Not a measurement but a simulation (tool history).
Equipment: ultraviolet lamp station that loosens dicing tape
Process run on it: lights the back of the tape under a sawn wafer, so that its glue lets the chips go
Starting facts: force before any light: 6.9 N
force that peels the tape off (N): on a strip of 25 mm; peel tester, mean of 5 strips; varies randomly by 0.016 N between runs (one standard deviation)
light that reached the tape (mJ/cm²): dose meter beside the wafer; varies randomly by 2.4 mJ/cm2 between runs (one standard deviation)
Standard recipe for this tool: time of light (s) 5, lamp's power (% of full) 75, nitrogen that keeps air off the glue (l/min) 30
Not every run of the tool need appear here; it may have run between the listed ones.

run,hour,time of light (s),lamp's power (% of full),nitrogen that keeps air off the glue (l/min),force that peels the tape off (N),light that reached the tape (mJ/cm²)
1,0.0,5,75,30,1.126,196
2,30.2,5,75,30,1.143,196
3,71.1,5,75,30,1.154,194
4,107.8,5,75,30,1.203,190
5,137.3,5,75,30,1.252,191
6,178.6,5,62,30,1.661,154
7,225.3,5,62,30,1.768,153
8,265.6,5,75,30,1.295,179
9,289.8,5,76,30,1.315,181
10,326.1,6,98,27,0.685,279
11,372.2,6,98,27,0.690,268
12,393.4,8,80,27,0.621,289
# hour 410.6: window cleaned of glue's vapour
13,431.8,2,73,27,3.556,73
14,474.1,4,78,34,1.523,152
15,514.5,5,83,43,0.890,202

Predict each of these 3 candidate next runs independently; none follows another, all start after run 15:
A,556.1,7,86,58,?,?
B,556.1,5,75,29,?,?
C,556.1,9,75,30,?,?

run,force that peels the tape off (N),light that reached the tape (mJ/cm²)
A,0.361,284
B,1.296,178
C,0.449,327
The same runs, with their run-to-run variation unchanged, on a tool lacking any hidden condition would have given:
run,force that peels the tape off (N),light that reached the tape (mJ/cm²)
A,0.219,393
B,0.745,246
C,0.245,451

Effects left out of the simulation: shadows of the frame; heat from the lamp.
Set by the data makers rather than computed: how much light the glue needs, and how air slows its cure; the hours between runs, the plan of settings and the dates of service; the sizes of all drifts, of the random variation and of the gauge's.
